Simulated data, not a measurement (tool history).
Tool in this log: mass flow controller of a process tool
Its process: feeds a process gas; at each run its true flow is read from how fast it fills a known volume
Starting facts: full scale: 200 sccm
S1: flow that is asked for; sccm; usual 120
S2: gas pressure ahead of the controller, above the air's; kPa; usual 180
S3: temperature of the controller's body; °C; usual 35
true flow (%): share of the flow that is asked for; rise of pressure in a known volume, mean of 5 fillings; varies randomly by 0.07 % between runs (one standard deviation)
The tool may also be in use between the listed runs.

Run 1, hour 0: usual settings. Result: true flow (%) 98.55.
Run 2, hour 372.8: usual settings but S3 24 °C. Result: true flow (%) 98.97.
Run 3, hour 841.8: usual settings but S3 24 °C. Result: true flow (%) 98.89.
Run 4, hour 1199.8: usual settings but S3 24 °C. Result: true flow (%) 98.91.
Run 5, hour 1443.1: usual settings but S3 24 °C. Result: true flow (%) 98.83.
Run 6, hour 1904: usual settings but S3 24 °C. Result: true flow (%) 98.76.
Run 7, hour 2235.2: usual settings but S3 24 °C. Result: true flow (%) 98.79.
Run 8, hour 2607.6: usual settings. Result: true flow (%) 98.35.
Run 9, hour 2865.2: usual settings but S2 208 kPa. Result: true flow (%) 98.39.
At hour 3084.4: controller's zero set anew.
Run 10, hour 3102.6: usual settings but S2 208 kPa. Result: true flow (%) 98.49.
Run 11, hour 3555.5: usual settings but S2 208 kPa. Result: true flow (%) 98.55.
Run 12, hour 3792.2: usual settings but S2 208 kPa. Result: true flow (%) 98.37.
Run 13, hour 4304.5: usual settings but S2 208 kPa. Result: true flow (%) 98.35.
Run 14, hour 4699.6: usual settings but S2 208 kPa. Result: true flow (%) 98.31.
Run 15, hour 4994.5: usual settings. Result: true flow (%) 98.17.
Run 16, hour 5368.4: usual settings but S1 68 sccm. Result: true flow (%) 97.54.
Run 17, hour 5676.2: usual settings. Result: true flow (%) 98.12.
Run 18, hour 6140.8: usual settings. Result: true flow (%) 98.14.
Run 19, hour 6458.8: usual settings but S2 248 kPa. Result: true flow (%) 98.33.
Run 20, hour 6680.9: usual settings but S2 248 kPa. Result: true flow (%) 98.26.
Run 21, hour 7086.8: usual settings. Result: true flow (%) 97.96.
Run 22, hour 7447.1: usual settings. Result: true flow (%) 97.96.
Run 23, hour 7681.6: usual settings but S1 56 sccm. Result: true flow (%) 97.08.
Run 24, hour 8170.5: usual settings but S1 56 sccm. Result: true flow (%) 97.13.
Run 25, hour 8386: usual settings but S1 121 sccm, S3 24 °C. Result: true flow (%) 98.19.
Run 26, hour 8664.2: usual settings but S2 226 kPa, S3 31 °C. Result: true flow (%) 98.12.
Run 27, hour 8983.1: usual settings but S1 169 sccm, S2 275 kPa, S3 31 °C. Result: true flow (%) 98.91.
Run 28, hour 9242.4: usual settings but S1 169 sccm, S2 275 kPa, S3 31 °C. Result: true flow (%) 98.78.
Run 29, hour 9702.7: usual settings but S1 169 sccm, S2 275 kPa, S3 31 °C. Result: true flow (%) 98.73.
Run 30, hour 9985.2: usual settings but S1 57 sccm, S2 155 kPa. Result: true flow (%) 96.82.
Run 31, hour 10327: usual settings but S1 57 sccm, S2 155 kPa. Result: true flow (%) 96.95.
Run 32, hour 10631.7: usual settings but S1 67 sccm, S2 198 kPa, S3 32 °C. Result: true flow (%) 97.27.
Run 33, hour 10927.5: usual settings but S1 67 sccm, S2 198 kPa, S3 25 °C. Result: true flow (%) 97.36.
Run 34, hour 11432.4: usual settings but S1 67 sccm, S2 198 kPa, S3 25 °C. Result: true flow (%) 97.35.
Run 35, hour 11890.1: usual settings but S1 67 sccm, S2 221 kPa, S3 20 °C. Result: true flow (%) 97.4.
Run 36, hour 12309.1: usual settings but S1 67 sccm, S2 221 kPa, S3 20 °C. Result: true flow (%) 97.44.
Run 37, hour 12716.8: usual settings but S1 63 sccm, S2 209 kPa, S3 21 °C. Result: true flow (%) 97.37.
Run 38, hour 13088.5: usual settings but S1 62 sccm, S2 156 kPa, S3 32 °C. Result: true flow (%) 96.62.
Run 39, hour 13463.5: usual settings but S1 77 sccm, S2 145 kPa, S3 31 °C. Result: true flow (%) 96.86.
Run 40, hour 13767: usual settings but S1 77 sccm, S2 145 kPa, S3 31 °C. Result: true flow (%) 96.88.
Run 41, hour 14233.8: usual settings but S1 26 sccm, S2 163 kPa. Result: true flow (%) 96.
Run 42, hour 14537.4: usual settings but S1 22 sccm, S2 154 kPa, S3 36 °C. Result: true flow (%) 96.04.
Run 43, hour 14802.1: usual settings but S1 22 sccm, S2 154 kPa, S3 36 °C. Result: true flow (%) 95.97.
At hour 14872.2: gauge calibrated.
Run 44, hour 15153.7: usual settings but S2 195 kPa. Result: true flow (%) 98.63.
Run 45, hour 15569.6: usual settings but S2 195 kPa. Result: true flow (%) 98.68.
At hour 15739.1: controller exchanged for a calibrated one.
Run 46, hour 16031: usual settings but S1 73 sccm. Result: true flow (%) 97.95.
Run 47, hour 16511.3: usual settings but S3 27 °C. Result: true flow (%) 98.68.
Run 48, hour 16764.2: usual settings but S1 157 sccm, S2 200 kPa, S3 29 °C. Result: true flow (%) 99.21.

Predict each of these 4 candidate next runs independently; none follows another, all start after run 48:
Run A, hour 17067.9: usual settings but S1 30 sccm, S2 201 kPa, S3 26 °C. Result: true flow (%) ?.
Run B, hour 17067.9: usual settings but S2 189 kPa, S3 37 °C. Result: true flow (%) ?.
Run C, hour 17067.9: usual settings but S3 38 °C. Result: true flow (%) ?.
Run D, hour 17067.9: usual settings but S2 142 kPa. Result: true flow (%) ?.

run  true flow (%)
  A          97.81
  B          98.25
  C          98.37
  D          98.41
With no hidden state in the tool, these same runs would have given:
run  true flow (%)
  A          98.02
  B          98.46
  C          98.58
  D          98.62

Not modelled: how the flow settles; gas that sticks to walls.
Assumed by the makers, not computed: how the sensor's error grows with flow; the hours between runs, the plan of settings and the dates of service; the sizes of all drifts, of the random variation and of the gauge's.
